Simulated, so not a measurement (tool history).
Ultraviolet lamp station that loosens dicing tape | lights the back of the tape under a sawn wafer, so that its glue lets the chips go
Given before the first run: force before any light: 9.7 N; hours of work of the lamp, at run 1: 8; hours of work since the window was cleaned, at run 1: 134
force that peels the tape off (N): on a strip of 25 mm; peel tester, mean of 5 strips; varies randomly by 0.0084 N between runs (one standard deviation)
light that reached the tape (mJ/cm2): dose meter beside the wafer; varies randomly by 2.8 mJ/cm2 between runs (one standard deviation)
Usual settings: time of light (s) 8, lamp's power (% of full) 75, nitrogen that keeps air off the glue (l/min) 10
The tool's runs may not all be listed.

run,hour,time of light (s),lamp's power (% of full),nitrogen that keeps air off the glue (l/min),hours of work of the lamp,hours of work since the window was cleaned,force that peels the tape off (N),light that reached the tape (mJ/cm2)
1,0,8,75,10,8,134,0.373,368
2,13,8,75,10,13,139,0.382,366
3,34.6,8,75,10,22,148,0.381,365
4,59.1,8,76,10,33,158,0.363,362
5,87.2,8,76,10,44,170,0.395,354
6,105.5,8,76,10,52,178,0.386,360
7,135.9,8,76,10,65,191,0.406,356
8,164.4,8,76,10,77,202,0.415,351
9,186.1,8,76,10,86,212,0.406,348
10,209.6,9,75,10,96,221,0.332,384
11,235.3,9,75,10,106,232,0.34,380
12,248.7,9,75,10,112,238,0.34,376
13,267,8,75,10,120,245,0.448,336
14,294.6,8,75,10,131,257,0.46,327
15,320.4,6,75,5,142,268,1.524,245
16,339.5,14,65,13,150,276,0.205,497
17,366.7,14,62,13,161,287,0.206,463
18,387.7,14,62,13,170,296,0.224,460
19,418.4,14,89,13,183,309,0.177,657
20,435.7,5,89,4,190,316,1.975,231
21,455.1,10,98,8,198,324,0.241,509
22,480.8,8,86,16,209,335,0.292,355
23,499.9,8,86,6,217,343,0.623,356
24,529.9,4,78,6,230,356,2.633,159
25,545.1,8,84,4,236,362,1.041,338
26,576.1,8,62,4,249,375,1.792,249
27,598.1,8,62,4,258,384,1.836,247

What if the next run were any one of these 4? Each begins from the tool's condition after run 27:
A,611.8,8,87,3,264,390,?,?
B,611.8,11,80,10,264,390,?,?
C,611.8,13,62,4,264,390,?,?
D,611.8,7,84,11,264,390,?,?

run,force that peels the tape off (N),light that reached the tape (mJ/cm2)
A,1.257,339
B,0.257,431
C,0.747,390
D,0.583,291
Without the tool's unlogged condition, the same runs would have read:
run,force that peels the tape off (N),light that reached the tape (mJ/cm2)
A,0.729,443
B,0.182,563
C,0.421,509
D,0.331,379
